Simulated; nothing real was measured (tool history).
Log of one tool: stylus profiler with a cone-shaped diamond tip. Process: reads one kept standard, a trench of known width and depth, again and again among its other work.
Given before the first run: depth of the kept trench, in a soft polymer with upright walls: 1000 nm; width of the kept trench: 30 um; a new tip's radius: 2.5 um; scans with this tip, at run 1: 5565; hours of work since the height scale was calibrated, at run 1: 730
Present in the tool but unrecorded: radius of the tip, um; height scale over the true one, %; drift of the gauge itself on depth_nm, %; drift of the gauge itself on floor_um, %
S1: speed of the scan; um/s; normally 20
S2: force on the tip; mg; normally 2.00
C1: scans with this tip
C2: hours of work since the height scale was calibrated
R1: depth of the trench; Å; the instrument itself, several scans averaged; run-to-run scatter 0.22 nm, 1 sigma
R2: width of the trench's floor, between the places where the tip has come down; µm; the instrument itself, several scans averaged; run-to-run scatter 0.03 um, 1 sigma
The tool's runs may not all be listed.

run	hour	S1	S2	C1	C2	R1	R2
1	0.0	20	2.00	5565	730	10044.4	24.69
2	47.5	20	2.00	5729	751	10048.4	24.65
3	98.5	20	2.00	5905	774	10045.3	24.59
4	180.5	11	2.00	6188	811	10046.2	24.56
5	264.2	20	2.00	6477	849	10040.9	24.48
6	320.3	20	2.00	6671	875	10040.8	24.39
7	387.4	20	2.00	6903	905	10038.5	24.38
8	447.6	20	2.00	7111	932	10034.4	24.37
9	529.2	20	2.00	7393	969	10034.5	24.31
10	574.6	20	2.00	7549	990	10036.1	24.25
11	648.5	20	2.00	7805	1023	10039.6	24.20
12	690.5	20	2.00	7950	1043	10035.8	24.14
13	735.2	20	2.00	8104	1063	10035.4	24.20
14	775.2	20	2.00	8242	1081	10034.7	24.11
# hour 795.2: height scale calibrated on a step standard
15	855.5	20	2.00	8518	27	10070.7	24.14
16	914.1	20	2.00	8720	54	10072.4	24.03
17	990.5	15	2.00	8984	88	10066.9	24.04
18	1075.1	15	2.00	9277	127	10068.0	23.99
19	1157.7	15	2.00	9562	164	10066.6	23.98
20	1212.9	22	2.00	9752	189	10065.2	23.90
21	1275.0	22	2.00	9967	217	10065.8	23.85
22	1312.7	6	1.31	10097	234	10045.1	23.91
23	1375.7	6	1.31	10315	263	10047.9	23.88
24	1446.8	15	3.67	10560	295	10095.6	23.83
25	1509.6	8	2.00	10777	324	10057.8	23.78
26	1550.5	62	2.04	10918	342	10060.3	23.37
27	1586.2	62	2.04	11042	358	10061.0	23.36
28	1659.7	8	1.16	11296	392	10031.5	23.66
29	1727.5	14	4.84	11530	422	10114.9	23.68
30	1799.8	15	1.13	11780	455	10031.4	23.52
31	1835.5	15	1.13	11903	471	10030.0	23.53
# hour 1874.8: new tip fitted, height scale calibrated
32	1879.1	15	1.13	15	2	10053.4	25.83
33	1919.6	11	0.94	154	20	10048.5	25.81
34	1976.3	29	1.15	350	46	10056.7	25.61
35	2023.0	7	1.15	512	67	10054.3	25.80
36	2105.5	18	5.78	797	105	10154.2	25.66
37	2178.4	12	2.56	1049	138	10085.1	25.64

Entry by entry between the runs, the difference in hidden state between the last listed run before and the first listed run after:
In the gap between runs 14 and 15: height scale calibrated on a step standard (hour 795.2)
  radius of the tip, um: 4.59 -> 4.66; height scale over the true one, %: -0.419 -> -0.05
  measured minus no-state result, R1: -42.2 -> -5.1 Å; R2: -1.71 -> -1.77 µm
In the gap between runs 31 and 32: new tip fitted, height scale calibrated (hour 1874.8)
  radius of the tip, um: 5.52 -> 2.53; height scale over the true one, %: -0.202 -> 0.036
  measured minus no-state result, R1: -20.3 -> +3.7 Å; R2: -2.34 -> -0.03 µm
